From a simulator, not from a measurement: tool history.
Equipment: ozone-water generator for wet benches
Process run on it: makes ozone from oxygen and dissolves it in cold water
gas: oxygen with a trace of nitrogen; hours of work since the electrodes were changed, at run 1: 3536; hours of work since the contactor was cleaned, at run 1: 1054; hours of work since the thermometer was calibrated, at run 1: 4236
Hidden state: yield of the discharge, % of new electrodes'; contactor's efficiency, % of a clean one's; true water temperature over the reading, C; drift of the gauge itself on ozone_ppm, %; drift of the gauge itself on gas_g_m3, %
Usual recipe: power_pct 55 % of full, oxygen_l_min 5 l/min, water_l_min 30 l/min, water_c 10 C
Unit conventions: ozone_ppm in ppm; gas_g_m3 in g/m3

run	hour	power_pct	oxygen_l_min	water_l_min	water_c	hours of work since the electrodes were changed	hours of work since the contactor was cleaned	hours of work since the thermometer was calibrated	ozone_ppm	gas_g_m3
1	0	55	5	30	10	3536	1054	4236	13.3	152.9
2	82.4	55	5	30	10	3598	1116	4298	13.5	153
3	239.4	55	5	30	10	3716	1234	4416	13.2	152.8
4	389.9	55	5	30	10	3829	1347	4529	13.3	152.8
5	491.9	55	5	30	10	3905	1423	4606	12.9	151.3
6	639.9	55	5	30	10	4016	1534	4717	13.1	151.8
7	784.6	55	5	30	10	4125	1643	4825	13	149.6
8	872.3	55	5.36	30	12	4191	1709	4891	12.6	143.6
9	1035.5	55	5.36	30	12	4313	1831	5014	12.8	141.2
10	1179.1	96	5.36	26	7	4421	1939	5121	20.5	195

Run 11, settings as shown, results not yet in. Your forecast:
11	1277.1	96	5.36	26	7	4495	2013	5195	?	?

{"run 11": {"ozone_ppm": 20.4, "gas_g_m3": 195.4}}
Take away the tool's hidden state, keep the run-to-run variation as it was, and the same run would have given ozone_ppm 28.6 ppm, gas_g_m3 266.3 g/m3.
